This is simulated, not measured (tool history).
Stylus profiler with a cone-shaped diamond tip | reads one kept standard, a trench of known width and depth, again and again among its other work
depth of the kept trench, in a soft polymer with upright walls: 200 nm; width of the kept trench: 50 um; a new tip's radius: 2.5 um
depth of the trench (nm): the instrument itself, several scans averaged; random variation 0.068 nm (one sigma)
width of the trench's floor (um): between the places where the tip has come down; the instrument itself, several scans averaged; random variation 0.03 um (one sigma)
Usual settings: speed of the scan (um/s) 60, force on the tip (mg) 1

run,day,speed of the scan (um/s),force on the tip (mg),depth of the trench (nm),width of the trench's floor (um)
1,0,60,1,201.7,47.22
2,3.625,60,1.13,201.85,47.17
3,8.312,60,1.13,201.89,47.12
4,13.221,60,0.66,201.66,47.03
5,15.212,60,0.66,201.63,47.01
6,19.004,60,0.66,201.73,46.99
7,23.154,60,0.66,201.73,46.97
8,26.083,60,1,202,46.97
# day 27.542: height scale calibrated on a step standard
9,31.029,60,1,202.53,46.94
10,33.454,60,1,202.5,46.94
11,36.054,60,1,202.72,46.88
12,39.833,60,1,202.64,46.89
13,43.546,60,1,202.75,46.8
# day 44.904: height scale calibrated on a step standard, once more
14,47.571,111,0.38,200.61,46.04
15,49.554,28,1,201.31,46.96
16,52.954,28,1,201.37,47.01
17,56.067,43,1.92,201.96,46.97
18,58.046,43,1.92,202.07,46.94
19,60.917,43,1.92,201.99,46.91
20,65.817,133,0.75,201.27,46.05
21,70.046,143,1.99,202.22,46.39
22,72.938,32,0.91,201.67,46.82
# day 75.5: new tip fitted, height scale calibrated
23,75.667,25,0.38,200.47,47.78
24,78.254,25,0.38,200.67,47.78
25,80.946,173,0.97,201.18,46.91

Some steps in depth of the trench (nm) between neighbouring runs. How much of each would the tool show without its hidden state too (settings, what came in, random variation), and how much is left for the hidden state, with any gauge scatter that isn't in both results?
The hidden state here: radius of the tip, um; height scale over the true one, %; drift of the gauge itself on depth_nm, %; drift of the gauge itself on floor_um, %.
Run 8 -> 9: height scale calibrated on a step standard. depth of the trench (nm) +0.53: hidden state +0.55, all else -0.02.
Run 13 -> 14: speed of the scan (um/s) 60 -> 111, force on the tip (mg) 1 -> 0.38, height scale calibrated on a step standard, once more. depth of the trench (nm) -2.14: hidden state -1.52, all else -0.62.
Run 22 -> 23: speed of the scan (um/s) 32 -> 25, force on the tip (mg) 0.91 -> 0.38, new tip fitted, height scale calibrated. depth of the trench (nm) -1.2: hidden state -0.44, all else -0.76.
